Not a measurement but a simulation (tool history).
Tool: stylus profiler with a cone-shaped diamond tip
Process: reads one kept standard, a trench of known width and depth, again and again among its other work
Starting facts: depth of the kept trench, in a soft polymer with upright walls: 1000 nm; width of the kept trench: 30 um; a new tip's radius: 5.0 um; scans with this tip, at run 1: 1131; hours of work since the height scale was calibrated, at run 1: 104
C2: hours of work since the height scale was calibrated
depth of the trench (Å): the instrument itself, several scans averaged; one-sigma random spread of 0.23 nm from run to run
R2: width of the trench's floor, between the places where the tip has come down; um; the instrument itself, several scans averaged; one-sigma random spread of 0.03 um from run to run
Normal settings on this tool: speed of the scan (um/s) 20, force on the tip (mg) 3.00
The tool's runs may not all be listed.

{"run": 1, "hour": 0.0, "speed of the scan (um/s)": 20, "force on the tip (mg)": 3.0, "scans with this tip": 1131, "C2": 104, "depth of the trench (Å)": 10191.6, "R2": 23.7}
{"run": 2, "hour": 42.7, "speed of the scan (um/s)": 20, "force on the tip (mg)": 3.0, "scans with this tip": 1415, "C2": 131, "depth of the trench (Å)": 10188.4, "R2": 23.66}
{"run": 3, "hour": 86.5, "speed of the scan (um/s)": 20, "force on the tip (mg)": 3.0, "scans with this tip": 1707, "C2": 158, "depth of the trench (Å)": 10190.3, "R2": 23.56}
{"run": 4, "hour": 120.2, "speed of the scan (um/s)": 20, "force on the tip (mg)": 3.0, "scans with this tip": 1931, "C2": 178, "depth of the trench (Å)": 10185.9, "R2": 23.53}
{"run": 5, "hour": 154.1, "speed of the scan (um/s)": 20, "force on the tip (mg)": 3.0, "scans with this tip": 2156, "C2": 199, "depth of the trench (Å)": 10186.6, "R2": 23.5}
{"run": 6, "hour": 175.6, "speed of the scan (um/s)": 6, "force on the tip (mg)": 3.0, "scans with this tip": 2299, "C2": 212, "depth of the trench (Å)": 10189.9, "R2": 23.52}
{"run": 7, "hour": 219.9, "speed of the scan (um/s)": 6, "force on the tip (mg)": 3.0, "scans with this tip": 2594, "C2": 239, "depth of the trench (Å)": 10185.6, "R2": 23.5}
{"run": 8, "hour": 259.3, "speed of the scan (um/s)": 6, "force on the tip (mg)": 3.0, "scans with this tip": 2856, "C2": 264, "depth of the trench (Å)": 10183.8, "R2": 23.46}
{"run": 9, "hour": 280.0, "speed of the scan (um/s)": 6, "force on the tip (mg)": 3.0, "scans with this tip": 2994, "C2": 276, "depth of the trench (Å)": 10185.1, "R2": 23.38}
{"run": 10, "hour": 306.8, "speed of the scan (um/s)": 6, "force on the tip (mg)": 3.0, "scans with this tip": 3172, "C2": 293, "depth of the trench (Å)": 10183.4, "R2": 23.33}
{"run": 11, "hour": 331.8, "speed of the scan (um/s)": 6, "force on the tip (mg)": 3.0, "scans with this tip": 3338, "C2": 308, "depth of the trench (Å)": 10184.3, "R2": 23.3}
{"run": 12, "hour": 352.2, "speed of the scan (um/s)": 10, "force on the tip (mg)": 3.0, "scans with this tip": 3474, "C2": 321, "depth of the trench (Å)": 10180.8, "R2": 23.27}
{"run": 13, "hour": 375.2, "speed of the scan (um/s)": 20, "force on the tip (mg)": 3.0, "scans with this tip": 3626, "C2": 335, "depth of the trench (Å)": 10186.1, "R2": 23.22}
{"run": 14, "hour": 402.8, "speed of the scan (um/s)": 7, "force on the tip (mg)": 3.0, "scans with this tip": 3810, "C2": 352, "depth of the trench (Å)": 10183.8, "R2": 23.25}
{"run": 15, "hour": 424.2, "speed of the scan (um/s)": 20, "force on the tip (mg)": 3.0, "scans with this tip": 3953, "C2": 365, "depth of the trench (Å)": 10177.5, "R2": 23.17}
{"run": 16, "hour": 443.0, "speed of the scan (um/s)": 20, "force on the tip (mg)": 7.7, "scans with this tip": 4078, "C2": 376, "depth of the trench (Å)": 10348.8, "R2": 23.16}
{"run": 17, "hour": 474.5, "speed of the scan (um/s)": 20, "force on the tip (mg)": 5.3, "scans with this tip": 4287, "C2": 396, "depth of the trench (Å)": 10266.7, "R2": 23.1}
{"run": 18, "hour": 497.2, "speed of the scan (um/s)": 20, "force on the tip (mg)": 5.3, "scans with this tip": 4438, "C2": 410, "depth of the trench (Å)": 10268.5, "R2": 23.13}
{"run": 19, "hour": 530.4, "speed of the scan (um/s)": 20, "force on the tip (mg)": 5.3, "scans with this tip": 4659, "C2": 430, "depth of the trench (Å)": 10266.0, "R2": 23.05}
{"run": 20, "hour": 570.5, "speed of the scan (um/s)": 20, "force on the tip (mg)": 5.3, "scans with this tip": 4926, "C2": 455, "depth of the trench (Å)": 10269.1, "R2": 23.02}
{"run": 21, "hour": 604.6, "speed of the scan (um/s)": 20, "force on the tip (mg)": 5.3, "scans with this tip": 5152, "C2": 476, "depth of the trench (Å)": 10263.8, "R2": 22.99}
{"run": 22, "hour": 639.0, "speed of the scan (um/s)": 20, "force on the tip (mg)": 5.3, "scans with this tip": 5381, "C2": 497, "depth of the trench (Å)": 10263.3, "R2": 22.93}
{"run": 23, "hour": 662.0, "speed of the scan (um/s)": 20, "force on the tip (mg)": 5.3, "scans with this tip": 5534, "C2": 511, "depth of the trench (Å)": 10263.5, "R2": 22.89}
{"run": 24, "hour": 694.7, "speed of the scan (um/s)": 20, "force on the tip (mg)": 5.3, "scans with this tip": 5751, "C2": 531, "depth of the trench (Å)": 10264.1, "R2": 22.8}
{"run": 25, "hour": 734.9, "speed of the scan (um/s)": 12, "force on the tip (mg)": 5.33, "scans with this tip": 6019, "C2": 556, "depth of the trench (Å)": 10267.4, "R2": 22.8}
{"run": 26, "hour": 761.6, "speed of the scan (um/s)": 12, "force on the tip (mg)": 5.33, "scans with this tip": 6196, "C2": 572, "depth of the trench (Å)": 10267.0, "R2": 22.81}
{"run": 27, "hour": 791.1, "speed of the scan (um/s)": 12, "force on the tip (mg)": 8.2, "scans with this tip": 6392, "C2": 590, "depth of the trench (Å)": 10358.9, "R2": 22.77}
{"run": 28, "hour": 815.9, "speed of the scan (um/s)": 14, "force on the tip (mg)": 7.11, "scans with this tip": 6558, "C2": 605, "depth of the trench (Å)": 10320.2, "R2": 22.72}
{"run": 29, "hour": 838.3, "speed of the scan (um/s)": 8, "force on the tip (mg)": 2.03, "scans with this tip": 6707, "C2": 619, "depth of the trench (Å)": 10127.0, "R2": 22.72}
{"run": 30, "hour": 881.6, "speed of the scan (um/s)": 6, "force on the tip (mg)": 1.14, "scans with this tip": 6995, "C2": 646, "depth of the trench (Å)": 10080.9, "R2": 22.64}
{"run": 31, "hour": 912.3, "speed of the scan (um/s)": 6, "force on the tip (mg)": 1.14, "scans with this tip": 7199, "C2": 665, "depth of the trench (Å)": 10084.5, "R2": 22.57}
{"run": 32, "hour": 947.3, "speed of the scan (um/s)": 6, "force on the tip (mg)": 1.14, "scans with this tip": 7431, "C2": 686, "depth of the trench (Å)": 10078.2, "R2": 22.58}
{"run": 33, "hour": 972.5, "speed of the scan (um/s)": 6, "force on the tip (mg)": 1.14, "scans with this tip": 7599, "C2": 702, "depth of the trench (Å)": 10079.5, "R2": 22.48}
{"run": 34, "hour": 1015.9, "speed of the scan (um/s)": 6, "force on the tip (mg)": 3.89, "scans with this tip": 7888, "C2": 728, "depth of the trench (Å)": 10202.6, "R2": 22.53}
{"run": 35, "hour": 1039.2, "speed of the scan (um/s)": 48, "force on the tip (mg)": 1.26, "scans with this tip": 8043, "C2": 743, "depth of the trench (Å)": 10079.4, "R2": 22.25}
{"run": 36, "hour": 1068.9, "speed of the scan (um/s)": 48, "force on the tip (mg)": 1.26, "scans with this tip": 8240, "C2": 761, "depth of the trench (Å)": 10079.6, "R2": 22.21}
{"run": 37, "hour": 1100.4, "speed of the scan (um/s)": 35, "force on the tip (mg)": 8.2, "scans with this tip": 8450, "C2": 780, "depth of the trench (Å)": 10351.2, "R2": 22.32}
{"run": 38, "hour": 1124.6, "speed of the scan (um/s)": 16, "force on the tip (mg)": 5.98, "scans with this tip": 8611, "C2": 795, "depth of the trench (Å)": 10276.2, "R2": 22.31}
{"run": 39, "hour": 1166.7, "speed of the scan (um/s)": 16, "force on the tip (mg)": 5.98, "scans with this tip": 8891, "C2": 821, "depth of the trench (Å)": 10278.9, "R2": 22.29}
{"run": 40, "hour": 1193.8, "speed of the scan (um/s)": 30, "force on the tip (mg)": 3.63, "scans with this tip": 9071, "C2": 837, "depth of the trench (Å)": 10192.0, "R2": 22.23}
{"run": 41, "hour": 1231.0, "speed of the scan (um/s)": 19, "force on the tip (mg)": 2.63, "scans with this tip": 9319, "C2": 860, "depth of the trench (Å)": 10148.4, "R2": 22.24}
{"run": 42, "hour": 1250.5, "speed of the scan (um/s)": 54, "force on the tip (mg)": 6.69, "scans with this tip": 9448, "C2": 872, "depth of the trench (Å)": 10302.6, "R2": 22.12}
{"run": 43, "hour": 1286.4, "speed of the scan (um/s)": 54, "force on the tip (mg)": 6.69, "scans with this tip": 9687, "C2": 894, "depth of the trench (Å)": 10299.6, "R2": 22.07}
{"run": 44, "hour": 1322.0, "speed of the scan (um/s)": 54, "force on the tip (mg)": 6.69, "scans with this tip": 9923, "C2": 916, "depth of the trench (Å)": 10294.5, "R2": 22.07}
{"run": 45, "hour": 1341.3, "speed of the scan (um/s)": 11, "force on the tip (mg)": 8.55, "scans with this tip": 10052, "C2": 928, "depth of the trench (Å)": 10352.5, "R2": 22.1}
{"run": 46, "hour": 1374.6, "speed of the scan (um/s)": 11, "force on the tip (mg)": 8.55, "scans with this tip": 10273, "C2": 948, "depth of the trench (Å)": 10353.7, "R2": 22.08}
{"run": 47, "hour": 1402.3, "speed of the scan (um/s)": 20, "force on the tip (mg)": 4.39, "scans with this tip": 10458, "C2": 965, "depth of the trench (Å)": 10216.4, "R2": 22.07}

Pick out some run-to-run changes in depth of the trench (Å). Of each, how much would a tool without hidden state show as well, from the settings, what came in and chance, and how much is left for the hidden state and any gauge scatter not in both results compared?
Hidden state present: radius of the tip, um; height scale over the true one, %; drift of the gauge itself on depth_nm, %; drift of the gauge itself on floor_um, %.
Run 1 -> 2: no setting touched and nothing written in the log between the runs. depth of the trench (Å) -3.2: hidden state -1.0, all else -2.2.
Run 15 -> 16: force on the tip (mg) 3.00 -> 7.70. depth of the trench (Å) +171.3: hidden state -0.6, all else +171.9.
Run 28 -> 29: speed of the scan (um/s) 14 -> 8, force on the tip (mg) 7.11 -> 2.03. depth of the trench (Å) -193.2: hidden state -0.2, all else -193.0.
Run 33 -> 34: force on the tip (mg) 1.14 -> 3.89. depth of the trench (Å) +123.1: hidden state -1.3, all else +124.4.
Run 36 -> 37: speed of the scan (um/s) 48 -> 35, force on the tip (mg) 1.26 -> 8.20. depth of the trench (Å) +271.6: hidden state -1.3, all else +272.9.

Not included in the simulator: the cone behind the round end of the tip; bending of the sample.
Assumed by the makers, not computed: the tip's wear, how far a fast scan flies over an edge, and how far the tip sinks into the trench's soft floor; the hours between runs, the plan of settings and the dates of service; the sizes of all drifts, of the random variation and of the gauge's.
